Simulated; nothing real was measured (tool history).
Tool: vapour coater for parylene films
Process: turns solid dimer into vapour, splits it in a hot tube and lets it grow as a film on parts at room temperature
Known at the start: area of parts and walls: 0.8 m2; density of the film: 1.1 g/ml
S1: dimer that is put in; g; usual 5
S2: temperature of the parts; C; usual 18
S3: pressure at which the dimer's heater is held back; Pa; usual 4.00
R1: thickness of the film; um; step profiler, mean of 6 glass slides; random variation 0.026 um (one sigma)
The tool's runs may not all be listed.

Run 1, hour 0.0: usual settings. Result: R1 2.99 um.
Run 2, hour 10.6: usual settings but S1 2 g. Result: R1 1.19 um.
Run 3, hour 25.7: usual settings but S1 2 g. Result: R1 1.16 um.
Run 4, hour 35.5: usual settings but S1 2 g. Result: R1 1.19 um.
Run 5, hour 50.5: usual settings but S1 2 g. Result: R1 1.16 um.
Run 6, hour 62.7: usual settings but S1 4 g. Result: R1 2.30 um.
Run 7, hour 71.2: usual settings but S1 4 g. Result: R1 2.30 um.
Run 8, hour 78.9: usual settings but S1 4 g, S2 10 C. Result: R1 2.79 um.
Run 9, hour 87.2: usual settings but S1 3 g, S3 6.03 Pa. Result: R1 1.61 um.
Run 10, hour 98.3: usual settings but S1 2 g, S3 2.72 Pa. Result: R1 1.37 um.
Run 11, hour 106.9: usual settings but S1 6 g, S3 2.72 Pa. Result: R1 4.13 um.
Run 12, hour 113.8: usual settings but S1 3 g, S2 13 C, S3 10.48 Pa. Result: R1 1.84 um.
Run 13, hour 125.0: usual settings but S1 3 g, S2 13 C, S3 10.48 Pa. Result: R1 1.84 um.

Taken out of this log: 2 entries between the listed runs. Where each belongs, and how the hidden state differs across it:
Between runs 4 and 5: trap's valve overhauled (hour 40.7)
  vapour lost through the trap's worn valve, %: 7.7 -> 10.4; true temperature of the parts over the reading, C: -0.41 -> -0.42
  measured less the result without the state, R1: -0.09 -> -0.12 um
Between runs 9 and 10: trap's valve overhauled, once more (hour 97.4)
  vapour lost through the trap's worn valve, %: 11 -> 0.3
  measured less the result without the state, R1: -0.18 -> +0.01 um
